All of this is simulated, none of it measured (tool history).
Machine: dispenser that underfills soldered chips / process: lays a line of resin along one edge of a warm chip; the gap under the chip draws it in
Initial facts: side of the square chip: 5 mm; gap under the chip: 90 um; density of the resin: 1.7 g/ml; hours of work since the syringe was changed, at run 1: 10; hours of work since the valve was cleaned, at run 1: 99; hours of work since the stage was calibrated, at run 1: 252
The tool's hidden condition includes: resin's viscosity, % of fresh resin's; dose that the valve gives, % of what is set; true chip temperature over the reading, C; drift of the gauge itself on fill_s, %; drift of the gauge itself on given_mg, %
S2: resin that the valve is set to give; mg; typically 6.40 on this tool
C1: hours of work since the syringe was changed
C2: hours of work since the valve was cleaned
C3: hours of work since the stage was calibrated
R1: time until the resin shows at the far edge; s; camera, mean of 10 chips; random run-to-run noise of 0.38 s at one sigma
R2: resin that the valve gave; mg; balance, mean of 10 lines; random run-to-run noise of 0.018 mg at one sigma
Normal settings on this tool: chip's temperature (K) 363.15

Run 1, hour 0.0: usual settings; C1 10; C2 99; C3 252. Result: R1 46.8 s, R2 6.05 mg.
At hour 1.9: new syringe of resin.
Run 2, hour 7.7: usual settings; C1 4; C2 104; C3 257. Result: R1 28.8 s, R2 6.01 mg.
Run 3, hour 16.1: usual settings; C1 9; C2 110; C3 262. Result: R1 41.4 s, R2 6.00 mg.
At hour 19.5: dispensing valve cleaned and set on the balance.
At hour 20.8: new syringe of resin.
Run 4, hour 23.4: usual settings; C1 2; C2 2; C3 266. Result: R1 24.8 s, R2 6.41 mg.
Run 5, hour 30.7: usual settings but chip's temperature (K) 348.15; C1 7; C2 7; C3 271. Result: R1 56.5 s, R2 6.40 mg.
Run 6, hour 36.5: usual settings but chip's temperature (K) 351.15; C1 10; C2 11; C3 275. Result: R1 65.5 s, R2 6.35 mg.
At hour 38.4: new syringe of resin.
Run 7, hour 46.1: usual settings but chip's temperature (K) 351.15; C1 5; C2 17; C3 281. Result: R1 47.6 s, R2 6.36 mg.
At hour 56.1: new syringe of resin.
Run 8, hour 58.4: usual settings but chip's temperature (K) 368.15, S2 7.10 mg; C1 2; C2 25; C3 289. Result: R1 20.5 s, R2 7.01 mg.
Run 9, hour 65.2: usual settings but S2 8.29 mg; C1 6; C2 30; C3 294. Result: R1 33.7 s, R2 8.16 mg.
Run 10, hour 71.1: usual settings but S2 7.68 mg; C1 10; C2 33; C3 297. Result: R1 42.8 s, R2 7.55 mg.
At hour 73.7: new syringe of resin.
Run 11, hour 77.1: usual settings but chip's temperature (K) 361.15, S2 7.43 mg; C1 2; C2 37; C3 301. Result: R1 27.3 s, R2 7.28 mg.
Run 12, hour 83.4: usual settings but chip's temperature (K) 361.15, S2 7.43 mg; C1 6; C2 41; C3 305. Result: R1 36.6 s, R2 7.26 mg.

Branching from run 12: 3 alternative next runs. What would each branch give?
At hour 91.3: new syringe of resin.
Run A, hour 93.5: usual settings but chip's temperature (K) 377.15, S2 5.55 mg; C1 1; C2 48; C3 312. Result: R1 ?, R2 ?.
At hour 91.3: new syringe of resin.
Run B, hour 93.5: usual settings but chip's temperature (K) 351.15, S2 5.64 mg; C1 1; C2 48; C3 312. Result: R1 ?, R2 ?.
At hour 91.3: new syringe of resin.
Run C, hour 93.5: usual settings but chip's temperature (K) 361.15, S2 6.12 mg; C1 1; C2 48; C3 312. Result: R1 ?, R2 ?.

run    R1    R2
  A  16.1  5.42
  B  37.9  5.51
  C  26.1  5.98
Take away the tool's hidden state, keep each run's random variation, and the runs would have read:
run    R1    R2
  A  14.8  5.56
  B  35.1  5.65
  C  24.1  6.13
